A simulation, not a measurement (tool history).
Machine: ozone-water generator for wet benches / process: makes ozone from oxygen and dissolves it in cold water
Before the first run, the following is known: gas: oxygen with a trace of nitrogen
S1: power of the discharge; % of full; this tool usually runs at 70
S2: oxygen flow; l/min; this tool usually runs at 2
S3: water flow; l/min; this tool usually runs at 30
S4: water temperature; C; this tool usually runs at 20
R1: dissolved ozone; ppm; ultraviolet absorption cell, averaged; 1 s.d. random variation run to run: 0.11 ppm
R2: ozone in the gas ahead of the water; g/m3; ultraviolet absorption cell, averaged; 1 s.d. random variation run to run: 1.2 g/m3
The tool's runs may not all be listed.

Run 1, hour 0: usual settings. Result: R1 7.2 ppm, R2 227.8 g/m3.
Run 2, hour 107.8: usual settings. Result: R1 7.6 ppm, R2 229.5 g/m3.
Run 3, hour 199.4: usual settings. Result: R1 7.5 ppm, R2 227.4 g/m3.
Run 4, hour 350.4: usual settings. Result: R1 7.5 ppm, R2 230.5 g/m3.
Run 5, hour 517.1: usual settings. Result: R1 7.6 ppm, R2 230.1 g/m3.
Run 6, hour 604.4: usual settings. Result: R1 7.4 ppm, R2 229.3 g/m3.
Run 7, hour 778.4: usual settings. Result: R1 7.4 ppm, R2 227.9 g/m3.
Run 8, hour 935: usual settings. Result: R1 7.4 ppm, R2 228.1 g/m3.
Run 9, hour 1073.3: usual settings. Result: R1 7.3 ppm, R2 228.8 g/m3.
Run 10, hour 1172.9: usual settings. Result: R1 7.6 ppm, R2 226.5 g/m3.
Run 11, hour 1289.3: usual settings. Result: R1 7.2 ppm, R2 229.6 g/m3.
Run 12, hour 1416.7: usual settings but S1 80 % of full, S3 20 l/min. Result: R1 12.5 ppm, R2 258.6 g/m3.
Run 13, hour 1500.9: usual settings but S2 1.89 l/min. Result: R1 7.3 ppm, R2 231.6 g/m3.
Run 14, hour 1667.4: usual settings but S1 89 % of full, S2 2.79 l/min, S3 23 l/min, S4 21 C. Result: R1 13.8 ppm, R2 257.3 g/m3.
Run 15, hour 1816.4: usual settings but S2 1.97 l/min, S3 31 l/min. Result: R1 7 ppm, R2 228.7 g/m3.
Run 16, hour 1970.8: usual settings but S4 26 C. Result: R1 7 ppm, R2 228.8 g/m3.
Run 17, hour 2101.5: usual settings but S4 26 C. Result: R1 7.1 ppm, R2 227.5 g/m3.
Run 18, hour 2238.7: usual settings but S1 59 % of full, S2 3.18 l/min, S4 21 C. Result: R1 7.9 ppm, R2 171.4 g/m3.
At hour 2394.4: water thermometer calibrated.
Run 19, hour 2410.5: usual settings but S2 1.13 l/min, S3 23 l/min. Result: R1 7 ppm, R2 269.3 g/m3.
Run 20, hour 2560.4: usual settings but S4 23 C. Result: R1 7.3 ppm, R2 229.1 g/m3.
At hour 2617.7: contactor cleaned.
Run 21, hour 2719.4: usual settings but S2 1.09 l/min. Result: R1 5.1 ppm, R2 273.3 g/m3.
Run 22, hour 2801.7: usual settings but S2 1.09 l/min. Result: R1 5.3 ppm, R2 275.7 g/m3.

Here are 4 independent what-if runs from the current tool condition. What would each one return?
Run A, hour 2900.8: usual settings but S2 1.19 l/min, S3 21 l/min. Result: R1 ?, R2 ?.
Run B, hour 2900.8: usual settings but S2 1.26 l/min. Result: R1 ?, R2 ?.
Run C, hour 2900.8: usual settings but S1 55 % of full. Result: R1 ?, R2 ?.
Run D, hour 2900.8: usual settings but S1 44 % of full, S2 2.58 l/min, S3 41 l/min. Result: R1 ?, R2 ?.

run   R1     R2
  A  8.1  265.4
  B  5.7  263.3
  C    6  182.1
  D    4  139.4
What these runs would have given with no unlogged condition in the tool:
run   R1     R2
  A  8.1  265.7
  B  5.7  263.6
  C    6  182.3
  D    4  139.5
